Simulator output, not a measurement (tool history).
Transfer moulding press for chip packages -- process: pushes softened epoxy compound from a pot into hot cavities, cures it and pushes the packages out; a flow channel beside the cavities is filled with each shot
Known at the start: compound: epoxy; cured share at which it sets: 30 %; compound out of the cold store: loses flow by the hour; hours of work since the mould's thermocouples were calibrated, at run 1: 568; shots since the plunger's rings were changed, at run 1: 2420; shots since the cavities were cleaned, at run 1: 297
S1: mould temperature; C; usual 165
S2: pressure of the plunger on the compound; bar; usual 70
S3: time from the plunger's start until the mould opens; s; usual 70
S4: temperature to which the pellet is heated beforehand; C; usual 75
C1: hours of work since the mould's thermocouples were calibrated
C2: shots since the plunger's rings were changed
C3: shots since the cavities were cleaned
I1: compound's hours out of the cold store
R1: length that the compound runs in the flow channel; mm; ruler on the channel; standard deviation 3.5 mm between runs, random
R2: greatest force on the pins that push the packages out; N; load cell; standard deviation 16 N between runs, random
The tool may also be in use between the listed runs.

run    hour   S1    S2  S3  S4   C1    C2   C3    I1    R1    R2
  1       0  165    70  70  75  568  2420  297  38.9   939   730
       17.9  -- plunger's sealing rings changed
       35.7  -- cavities cleaned with cleaning compound and waxed
  2    67.3  165    70  70  75  615   864  571  15.9  1029   785
       86.3  -- cavities cleaned with cleaning compound and waxed
  3   103.6  165    70  70  75  640  1492  312  44.6   911   712
      135.4  -- cavities cleaned with cleaning compound and waxed
      174.3  -- plunger's sealing rings changed
  4   174.3  165    70  70  75  690     0  656  33.9   955   753
      187.6  -- cavities cleaned with cleaning compound and waxed
  5     216  165    70  70  74  719   725  512  26.4   975   773
        239  -- cavities cleaned with cleaning compound and waxed
  6   250.1  165    70  70  74  743  1313  200  36.4   942   741
      289.2  -- cavities cleaned with cleaning compound and waxed
  7     321  165  66.3  70  75  795  2565  574  23.9   963   760
      335.5  -- plunger's sealing rings changed
      342.7  -- cavities cleaned with cleaning compound and waxed
  8   372.3  165  82.4  70  75  829   636  533  39.9  1017   738
      394.2  -- cavities cleaned with cleaning compound and waxed
  9   411.1  165    70  70  75  857  1309  305  39.9   931   719
        432  -- mould's thermocouples calibrated
      446.7  -- cavities cleaned with cleaning compound and waxed
 10   448.5  165    70  70  75   11  1920   32  10.1  1041   800
      495.9  -- plunger's sealing rings changed
      500.7  -- cavities cleaned with cleaning compound and waxed
 11   520.2  165    70  70  75   61   411  352  37.6   945   746
      549.6  -- cavities cleaned with cleaning compound and waxed
 12   565.8  165    70  77  75   94  1206  292  29.2   971   588
      599.6  -- cavities cleaned with cleaning compound and waxed
 13   631.3  165    70  77  75  141  2360  571  47.3   903   567
      649.4  -- cavities cleaned with cleaning compound and waxed
      657.5  -- plunger's sealing rings changed
 14   669.2  165  77.7  63  75  166   210  312  34.6  1004   965
      701.4  -- cavities cleaned with cleaning compound and waxed
 15   725.7  165  77.7  63  75  207  1202  437  20.5  1065  1035
        752  -- cavities cleaned with cleaning compound and waxed
 16   783.7  165  77.7  63  75  248  2221  571  25.8  1040  1000
      800.9  -- cavities cleaned with cleaning compound and waxed
      816.8  -- plunger's sealing rings changed
 17   843.8  165  77.7  63  75  290   487  728  46.4   952   946
      852.7  -- cavities cleaned with cleaning compound and waxed
      903.2  -- cavities cleaned with cleaning compound and waxed
 18   903.2  158  64.1  70  75  331  1505    0  26.3   962  1215
 19     948  165    70  70  68  364  2311  806  21.3   997   799
      955.6  -- cavities cleaned with cleaning compound and waxed
      975.5  -- plunger's sealing rings changed
     1011.7  -- cavities cleaned with cleaning compound and waxed
 20  1013.6  165    70  70  68  409   659   33  26.4   988   774
     1062.2  -- cavities cleaned with cleaning compound and waxed
 21  1065.2  165    70  70  68  446  1562   52  46.6   912   724
     1116.4  -- cavities cleaned with cleaning compound and waxed
 22  1117.3  170  55.6  51  66  483  2475   15   8.9   924  1409
     1133.2  -- plunger's sealing rings changed
 23  1164.4  170  78.4  51  66  516   562  819  36.2   988  1301
       1172  -- cavities cleaned with cleaning compound and waxed
 24    1194  170  77.2  99  73  537  1070  397    30  1000   355
     1224.3  -- cavities cleaned with cleaning compound and waxed
 25    1236  170  77.2  99  73  567  1800  211  28.3  1008   357
     1277.6  -- cavities cleaned with cleaning compound and waxed
     1289.4  -- plunger's sealing rings changed
 26  1307.6  170  77.2  99  73  617   327  496  16.9  1050   368

What differs in the tool's unlogged condition from the final listed run ahead of each entry between runs to the first listed run following it?
Logged between run 1 and run 2: plunger's sealing rings changed (hour 17.9); cavities cleaned with cleaning compound and waxed (hour 35.7)
  pressure that reaches the compound, % of what is set: 99.88 -> 99.96; grip of the stained cavities, % over clean ones': 0.5 -> 0.7
Logged between run 2 and run 3: cavities cleaned with cleaning compound and waxed (hour 86.3)
  pressure that reaches the compound, % of what is set: 99.96 -> 99.93; grip of the stained cavities, % over clean ones': 0.7 -> 0.5
Logged between run 3 and run 4: cavities cleaned with cleaning compound and waxed (hour 135.4); plunger's sealing rings changed (hour 174.3)
  pressure that reaches the compound, % of what is set: 99.93 -> 100; grip of the stained cavities, % over clean ones': 0.5 -> 0.7
Logged between run 4 and run 5: cavities cleaned with cleaning compound and waxed (hour 187.6)
  pressure that reaches the compound, % of what is set: 100 -> 99.97
Logged between run 5 and run 6: cavities cleaned with cleaning compound and waxed (hour 239)
  pressure that reaches the compound, % of what is set: 99.97 -> 99.94; grip of the stained cavities, % over clean ones': 0.7 -> 0.3
Logged between run 6 and run 7: cavities cleaned with cleaning compound and waxed (hour 289.2)
  pressure that reaches the compound, % of what is set: 99.94 -> 99.88; grip of the stained cavities, % over clean ones': 0.3 -> 0.7
Logged between run 7 and run 8: plunger's sealing rings changed (hour 335.5); cavities cleaned with cleaning compound and waxed (hour 342.7)
  pressure that reaches the compound, % of what is set: 99.88 -> 99.96
Logged between run 8 and run 9: cavities cleaned with cleaning compound and waxed (hour 394.2)
  pressure that reaches the compound, % of what is set: 99.96 -> 99.93; grip of the stained cavities, % over clean ones': 0.7 -> 0.5
Logged between run 9 and run 10: mould's thermocouples calibrated (hour 432); cavities cleaned with cleaning compound and waxed (hour 446.7)
  true mould temperature over the reading, C: -0.01 -> 0; pressure that reaches the compound, % of what is set: 99.93 -> 99.91; grip of the stained cavities, % over clean ones': 0.5 -> 0.1
Logged between run 10 and run 11: plunger's sealing rings changed (hour 495.9); cavities cleaned with cleaning compound and waxed (hour 500.7)
  true mould temperature over the reading, C: 0 -> -0.01; pressure that reaches the compound, % of what is set: 99.91 -> 99.98; grip of the stained cavities, % over clean ones': 0.1 -> 0.5
Logged between run 11 and run 12: cavities cleaned with cleaning compound and waxed (hour 549.6)
  pressure that reaches the compound, % of what is set: 99.98 -> 99.94; grip of the stained cavities, % over clean ones': 0.5 -> 0.4
Logged between run 12 and run 13: cavities cleaned with cleaning compound and waxed (hour 599.6)
  pressure that reaches the compound, % of what is set: 99.94 -> 99.89; grip of the stained cavities, % over clean ones': 0.4 -> 0.7
Logged between run 13 and run 14: cavities cleaned with cleaning compound and waxed (hour 649.4); plunger's sealing rings changed (hour 657.5)
  pressure that reaches the compound, % of what is set: 99.89 -> 99.99; grip of the stained cavities, % over clean ones': 0.7 -> 0.5
Logged between run 14 and run 15: cavities cleaned with cleaning compound and waxed (hour 701.4)
  pressure that reaches the compound, % of what is set: 99.99 -> 99.94; grip of the stained cavities, % over clean ones': 0.5 -> 0.6
Logged between run 15 and run 16: cavities cleaned with cleaning compound and waxed (hour 752)
  pressure that reaches the compound, % of what is set: 99.94 -> 99.9; grip of the stained cavities, % over clean ones': 0.6 -> 0.7
Logged between run 16 and run 17: cavities cleaned with cleaning compound and waxed (hour 800.9); plunger's sealing rings changed (hour 816.8)
  pressure that reaches the compound, % of what is set: 99.9 -> 99.98; grip of the stained cavities, % over clean ones': 0.7 -> 0.9
Logged between run 17 and run 18: cavities cleaned with cleaning compound and waxed (hour 852.7); cavities cleaned with cleaning compound and waxed (hour 903.2)
  pressure that reaches the compound, % of what is set: 99.98 -> 99.93; grip of the stained cavities, % over clean ones': 0.9 -> 0
Logged between run 19 and run 20: cavities cleaned with cleaning compound and waxed (hour 955.6); plunger's sealing rings changed (hour 975.5); cavities cleaned with cleaning compound and waxed (hour 1011.7)
  pressure that reaches the compound, % of what is set: 99.89 -> 99.97; grip of the stained cavities, % over clean ones': 0.9 -> 0.1
Logged between run 20 and run 21: cavities cleaned with cleaning compound and waxed (hour 1062.2)
  pressure that reaches the compound, % of what is set: 99.97 -> 99.93
Logged between run 21 and run 22: cavities cleaned with cleaning compound and waxed (hour 1116.4)
  pressure that reaches the compound, % of what is set: 99.93 -> 99.89; grip of the stained cavities, % over clean ones': 0.1 -> 0
Logged between run 22 and run 23: plunger's sealing rings changed (hour 1133.2)
  pressure that reaches the compound, % of what is set: 99.89 -> 99.97; grip of the stained cavities, % over clean ones': 0 -> 0.9
Logged between run 23 and run 24: cavities cleaned with cleaning compound and waxed (hour 1172)
  pressure that reaches the compound, % of what is set: 99.97 -> 99.95; grip of the stained cavities, % over clean ones': 0.9 -> 0.5
Logged between run 24 and run 25: cavities cleaned with cleaning compound and waxed (hour 1224.3)
  pressure that reaches the compound, % of what is set: 99.95 -> 99.91; grip of the stained cavities, % over clean ones': 0.5 -> 0.3
Logged between run 25 and run 26: cavities cleaned with cleaning compound and waxed (hour 1277.6); plunger's sealing rings changed (hour 1289.4)
  pressure that reaches the compound, % of what is set: 99.91 -> 99.98; grip of the stained cavities, % over clean ones': 0.3 -> 0.6

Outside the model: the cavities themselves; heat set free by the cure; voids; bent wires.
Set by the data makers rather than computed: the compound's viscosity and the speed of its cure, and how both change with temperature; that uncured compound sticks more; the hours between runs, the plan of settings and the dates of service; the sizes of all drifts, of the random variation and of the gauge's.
